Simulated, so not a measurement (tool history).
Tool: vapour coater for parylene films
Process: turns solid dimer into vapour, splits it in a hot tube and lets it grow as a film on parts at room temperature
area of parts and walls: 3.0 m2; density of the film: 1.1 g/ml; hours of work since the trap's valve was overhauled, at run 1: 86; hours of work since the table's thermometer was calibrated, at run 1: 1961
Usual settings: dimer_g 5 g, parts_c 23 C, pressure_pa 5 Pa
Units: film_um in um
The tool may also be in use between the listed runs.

| run | hour | dimer_g | parts_c | pressure_pa | hours of work since the trap's valve was overhauled | hours of work since the table's thermometer was calibrated | film_um |
|---|---|---|---|---|---|---|---|
| 1 | 0 | 5 | 23 | 5 | 86 | 1961 | 1.069 |
|  | 16.4 | table's thermometer calibrated |
| 2 | 55.3 | 5 | 23 | 5 | 135 | 35 | 1 |
| 3 | 90 | 5 | 23 | 5 | 166 | 66 | 1 |
| 4 | 147.9 | 5 | 23 | 5 | 218 | 118 | 0.995 |
| 5 | 209.2 | 5 | 23 | 3.12 | 273 | 173 | 1.11 |
| 6 | 264.8 | 5 | 23 | 3.12 | 323 | 223 | 1.106 |
| 7 | 302.5 | 5 | 23 | 5 | 356 | 256 | 0.965 |
| 8 | 339.7 | 5 | 23 | 3.42 | 390 | 290 | 1.06 |
|  | 383.7 | trap's valve overhauled |
| 9 | 390.3 | 5 | 23 | 5 | 6 | 332 | 1.029 |
| 10 | 445.2 | 5 | 23 | 5 | 55 | 381 | 1.024 |
| 11 | 492.9 | 5 | 23 | 5 | 98 | 423 | 1.017 |
| 12 | 557.7 | 5 | 18 | 7.4 | 156 | 482 | 1.166 |
| 13 | 597 | 5 | 18 | 7.4 | 191 | 517 | 1.169 |
| 14 | 635.2 | 8 | 22 | 3.63 | 225 | 551 | 1.823 |
| 15 | 698.9 | 8 | 22 | 3.63 | 282 | 608 | 1.805 |
| 16 | 746.5 | 8 | 17 | 3.12 | 325 | 651 | 2.26 |
| 17 | 827 | 4 | 18 | 6.38 | 397 | 723 | 0.942 |
|  | 862.8 | trap's valve overhauled |
| 18 | 881.5 | 4 | 18 | 3.37 | 17 | 768 | 1.172 |
| 19 | 944.4 | 9 | 18 | 11.9 | 73 | 825 | 1.916 |
| 20 | 985.4 | 4 | 18 | 8.95 | 110 | 861 | 0.905 |

How the hidden state differs across the entries between the runs, from the last listed run before each to the first after it:
Between runs 1 and 2: table's thermometer calibrated (hour 16.4)
  vapour lost through the trap's worn valve, %: 1.6 -> 2.3; true temperature of the parts over the reading, C: -0.87 -> 0.18
  measured less the result without the state, film_um: +0.029 -> -0.032 um
Between runs 8 and 9: trap's valve overhauled (hour 383.7)
  vapour lost through the trap's worn valve, %: 5.9 -> 0.3; true temperature of the parts over the reading, C: 0.09 -> 0.07
  measured less the result without the state, film_um: -0.071 -> -0.006 um
Between runs 17 and 18: trap's valve overhauled (hour 862.8)
  vapour lost through the trap's worn valve, %: 5.8 -> 0.4; true temperature of the parts over the reading, C: -0.07 -> -0.08
  measured less the result without the state, film_um: -0.055 -> +0 um
